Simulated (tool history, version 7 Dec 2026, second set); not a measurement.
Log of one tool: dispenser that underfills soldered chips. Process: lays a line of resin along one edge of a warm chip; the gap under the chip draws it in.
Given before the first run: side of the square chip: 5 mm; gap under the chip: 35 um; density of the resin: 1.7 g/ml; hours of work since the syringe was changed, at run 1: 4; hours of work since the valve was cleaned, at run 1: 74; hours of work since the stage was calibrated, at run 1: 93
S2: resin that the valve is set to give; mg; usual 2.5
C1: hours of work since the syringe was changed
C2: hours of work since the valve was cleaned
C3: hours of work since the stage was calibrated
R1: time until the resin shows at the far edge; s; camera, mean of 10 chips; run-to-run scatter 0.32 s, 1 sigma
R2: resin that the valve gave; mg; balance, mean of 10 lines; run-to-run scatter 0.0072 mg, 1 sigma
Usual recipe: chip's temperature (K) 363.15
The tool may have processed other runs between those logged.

{"run": 1, "hour": 0.0, "chip's temperature (K)": 363.15, "S2": 2.5, "C1": 4, "C2": 74, "C3": 93, "R1": 12.3, "R2": 2.437}
{"hour": 2.7, "done": "new syringe of resin"}
{"run": 2, "hour": 8.0, "chip's temperature (K)": 363.15, "S2": 2.5, "C1": 4, "C2": 80, "C3": 98, "R1": 12.5, "R2": 2.434}
{"hour": 11.2, "done": "new syringe of resin"}
{"run": 3, "hour": 16.3, "chip's temperature (K)": 363.15, "S2": 2.5, "C1": 3, "C2": 85, "C3": 103, "R1": 12.2, "R2": 2.432}
{"hour": 19.6, "done": "new syringe of resin"}
{"run": 4, "hour": 24.4, "chip's temperature (K)": 363.15, "S2": 2.97, "C1": 3, "C2": 90, "C3": 108, "R1": 12.5, "R2": 2.888}
{"hour": 28.3, "done": "new syringe of resin"}
{"run": 5, "hour": 28.7, "chip's temperature (K)": 363.15, "S2": 2.97, "C1": 0, "C2": 93, "C3": 111, "R1": 9.8, "R2": 2.883}
{"run": 6, "hour": 33.5, "chip's temperature (K)": 363.15, "S2": 2.97, "C1": 4, "C2": 96, "C3": 114, "R1": 12.2, "R2": 2.883}
{"hour": 36.6, "done": "new syringe of resin"}
{"run": 7, "hour": 40.1, "chip's temperature (K)": 363.15, "S2": 2.5, "C1": 2, "C2": 100, "C3": 118, "R1": 11.8, "R2": 2.402}
{"hour": 45.2, "done": "new syringe of resin"}
{"run": 8, "hour": 47.4, "chip's temperature (K)": 363.15, "S2": 2.5, "C1": 1, "C2": 105, "C3": 123, "R1": 10.9, "R2": 2.417}
{"hour": 53.8, "done": "new syringe of resin"}
{"run": 9, "hour": 54.2, "chip's temperature (K)": 365.15, "S2": 2.5, "C1": 0, "C2": 109, "C3": 128, "R1": 9, "R2": 2.405}
{"hour": 62.0, "done": "new syringe of resin"}
{"run": 10, "hour": 62.3, "chip's temperature (K)": 355.15, "S2": 2.35, "C1": 0, "C2": 114, "C3": 133, "R1": 14, "R2": 2.259}
{"hour": 69.1, "done": "dispensing valve cleaned and set on the balance"}
{"hour": 71.3, "done": "new syringe of resin"}
{"run": 11, "hour": 71.8, "chip's temperature (K)": 375.15, "S2": 2.48, "C1": 0, "C2": 2, "C3": 138, "R1": 7.1, "R2": 2.485}
{"hour": 79.4, "done": "new syringe of resin"}
{"run": 12, "hour": 79.5, "chip's temperature (K)": 364.15, "S2": 2.46, "C1": 0, "C2": 7, "C3": 143, "R1": 9.9, "R2": 2.456}
{"run": 13, "hour": 85.8, "chip's temperature (K)": 377.15, "S2": 2.35, "C1": 4, "C2": 11, "C3": 147, "R1": 7, "R2": 2.342}
{"hour": 88.0, "done": "new syringe of resin"}
{"run": 14, "hour": 91.6, "chip's temperature (K)": 367.15, "S2": 3.13, "C1": 2, "C2": 14, "C3": 151, "R1": 8.9, "R2": 3.112}
{"hour": 96.3, "done": "new syringe of resin"}
{"run": 15, "hour": 101.3, "chip's temperature (K)": 373.15, "S2": 2.5, "C1": 3, "C2": 21, "C3": 157, "R1": 8, "R2": 2.475}
{"hour": 104.7, "done": "new syringe of resin"}
{"run": 16, "hour": 110.2, "chip's temperature (K)": 355.15, "S2": 2.66, "C1": 4, "C2": 26, "C3": 163, "R1": 16.7, "R2": 2.64}
{"hour": 113.0, "done": "new syringe of resin"}
{"run": 17, "hour": 117.3, "chip's temperature (K)": 367.15, "S2": 2.33, "C1": 3, "C2": 31, "C3": 168, "R1": 10.1, "R2": 2.313}

Below, some changes in R1 between adjacent runs. For each, the amount present without the hidden state too (settings, incoming material, random variation) and the amount remaining for the hidden state with gauge scatter not shared by both compared results:
What the log doesn't record here: resin's viscosity, % of fresh resin's; dose that the valve gives, % of what is set; true chip temperature over the reading, C; drift of the gauge itself on fill_s, %; drift of the gauge itself on given_mg, %.
Run 5 -> 6: settings left as they were, no log entry in between. R1 +2.4 s: hidden state +2.1, all else +0.3.
Run 15 -> 16: chip's temperature (K) 373.15 -> 355.15, S2 2.5 -> 2.66, new syringe of resin. R1 +8.7 s: hidden state +1.5, all else +7.2.

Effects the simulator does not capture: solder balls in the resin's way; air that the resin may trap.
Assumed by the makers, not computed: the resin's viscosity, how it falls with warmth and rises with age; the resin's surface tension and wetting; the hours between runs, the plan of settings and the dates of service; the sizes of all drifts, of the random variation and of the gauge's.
